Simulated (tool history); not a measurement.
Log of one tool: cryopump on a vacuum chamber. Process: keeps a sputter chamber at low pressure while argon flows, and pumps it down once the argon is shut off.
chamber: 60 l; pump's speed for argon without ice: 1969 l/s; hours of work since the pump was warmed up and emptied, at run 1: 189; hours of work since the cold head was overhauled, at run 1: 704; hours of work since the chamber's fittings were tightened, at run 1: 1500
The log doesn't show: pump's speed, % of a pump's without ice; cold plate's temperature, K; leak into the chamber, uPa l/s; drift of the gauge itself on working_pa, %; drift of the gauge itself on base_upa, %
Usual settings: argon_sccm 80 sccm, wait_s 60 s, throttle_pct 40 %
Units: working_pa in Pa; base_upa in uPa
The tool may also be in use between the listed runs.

run	day	argon_sccm	wait_s	throttle_pct	hours of work since the pump was warmed up and emptied	hours of work since the cold head was overhauled	hours of work since the chamber's fittings were tightened	working_pa	base_upa
1	0.000	80	60	40	189	704	1500	0.1742	1.75
2	1.346	80	91	40	216	731	1527	0.1765	1.55
3	2.829	80	60	40	246	761	1557	0.1782	1.80
4	4.433	80	60	40	278	793	1589	0.1781	1.88
5	6.154	96	60	40	313	828	1624	0.2159	1.91
6	8.808	142	60	40	367	882	1678	0.3210	1.99
7	9.917	114	60	19	389	904	1700	0.5304	1.92
8	11.992	38	167	19	431	946	1742	0.1775	1.56
9	14.017	69	227	55	472	987	1783	0.1170	1.54
# day 16.296: pump warmed up, emptied and cooled again
10	16.942	146	37	24	13	1042	1838	0.5265	2.32
11	18.271	146	37	24	40	1069	1865	0.5260	2.35
12	20.217	126	77	24	79	1108	1904	0.4553	1.76

5 ways to go on from here, each from the tool as it stands after run 12. What would each give?
A	22.288	80	60	21	121	1150	1946	?	?
B	22.288	80	44	40	121	1150	1946	?	?
C	22.288	80	98	30	121	1150	1946	?	?
D	22.288	42	36	28	121	1150	1946	?	?
E	22.288	145	220	50	121	1150	1946	?	?

run	working_pa	base_upa
A	0.3313	2.04
B	0.1763	2.27
C	0.2337	1.72
D	0.1313	2.50
E	0.2547	1.51
Without the tool's hidden state the same runs would have given:
run	working_pa	base_upa
A	0.3268	0.87
B	0.1718	1.11
C	0.2292	0.56
D	0.1289	1.32
E	0.2467	0.34

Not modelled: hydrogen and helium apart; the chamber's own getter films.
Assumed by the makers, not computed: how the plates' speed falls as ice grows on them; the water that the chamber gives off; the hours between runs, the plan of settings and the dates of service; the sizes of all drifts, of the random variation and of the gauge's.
